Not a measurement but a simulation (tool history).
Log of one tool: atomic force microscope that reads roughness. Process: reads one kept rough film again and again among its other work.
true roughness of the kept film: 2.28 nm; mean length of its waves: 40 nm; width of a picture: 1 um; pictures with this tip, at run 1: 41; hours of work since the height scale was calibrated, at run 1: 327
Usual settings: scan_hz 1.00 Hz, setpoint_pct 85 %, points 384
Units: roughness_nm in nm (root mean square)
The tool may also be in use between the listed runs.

run,hour,scan_hz,setpoint_pct,points,pictures with this tip,hours of work since the height scale was calibrated,roughness_nm
1,0.0,1.00,85,384,41,327,2.040
2,21.0,1.00,85,384,62,338,2.036
3,47.2,1.00,85,384,88,351,2.009
4,74.7,1.00,85,384,115,365,2.012
5,92.0,1.00,85,384,132,374,1.986
# hour 104.1: new tip fitted
6,110.3,1.00,85,384,6,383,2.065
7,138.5,1.00,85,384,34,397,2.051
8,165.2,1.00,85,384,60,411,2.029
9,191.9,1.00,85,384,86,424,2.021
10,211.7,1.00,68,384,106,434,2.102
11,234.1,2.05,85,384,128,446,1.885
# hour 248.2: new tip fitted
12,261.6,2.05,85,384,13,459,1.926
13,282.0,1.00,85,384,33,470,2.047
14,300.1,1.00,85,384,51,479,2.051
15,321.0,1.00,85,384,72,490,2.037
16,343.6,1.00,85,384,94,501,2.026
17,361.4,1.36,85,384,111,510,1.985
18,383.2,1.36,85,384,133,521,1.973
# hour 392.3: new tip fitted
19,396.9,1.36,85,384,5,528,2.020
20,424.6,1.36,85,384,32,542,2.016
21,445.5,1.36,85,384,52,553,2.015
22,473.5,2.06,85,278,80,567,1.907
23,495.8,0.74,85,854,102,578,2.084
24,526.9,0.74,85,854,132,594,2.051
# hour 536.9: new tip fitted
25,556.9,0.57,85,937,19,609,2.132
26,571.1,0.80,85,799,33,616,2.076
27,598.0,2.62,68,277,60,630,2.023
# hour 600.9: height scale calibrated on a step standard
28,613.0,2.62,79,271,74,6,1.899
29,638.8,3.55,62,386,99,19,2.024
30,669.9,1.81,85,630,129,35,1.929
# hour 683.2: new tip fitted
31,687.8,1.05,87,377,5,44,2.037
32,704.7,0.89,85,504,21,53,2.067
33,728.1,2.34,85,435,44,64,1.878
# hour 739.4: height scale calibrated on a step standard, once more
34,753.3,2.34,85,435,68,7,1.871
35,782.9,2.28,67,620,97,22,2.042
36,808.3,1.00,64,451,122,35,2.105
# hour 829.2: new tip fitted
37,839.7,1.00,64,451,10,51,2.148
38,856.7,1.00,64,529,27,59,2.143
39,871.4,1.00,64,529,41,67,2.143
40,888.0,1.00,64,1015,58,75,2.130
41,903.1,1.00,64,1015,73,83,2.146
42,924.9,1.00,64,1015,94,94,2.117

Forecast each of these 5 alternatives for the next run:
A,947.6,2.53,87,384,116,106,?
B,947.6,0.91,59,399,116,106,?
C,947.6,1.00,58,260,116,106,?
D,947.6,0.74,57,764,116,106,?
E,947.6,3.41,72,384,116,106,?

run,roughness_nm
A,1.802
B,2.131
C,2.101
D,2.142
E,1.928
Without the tool's hidden state the same runs would have given:
run,roughness_nm
A,1.850
B,2.188
C,2.157
D,2.199
E,1.979

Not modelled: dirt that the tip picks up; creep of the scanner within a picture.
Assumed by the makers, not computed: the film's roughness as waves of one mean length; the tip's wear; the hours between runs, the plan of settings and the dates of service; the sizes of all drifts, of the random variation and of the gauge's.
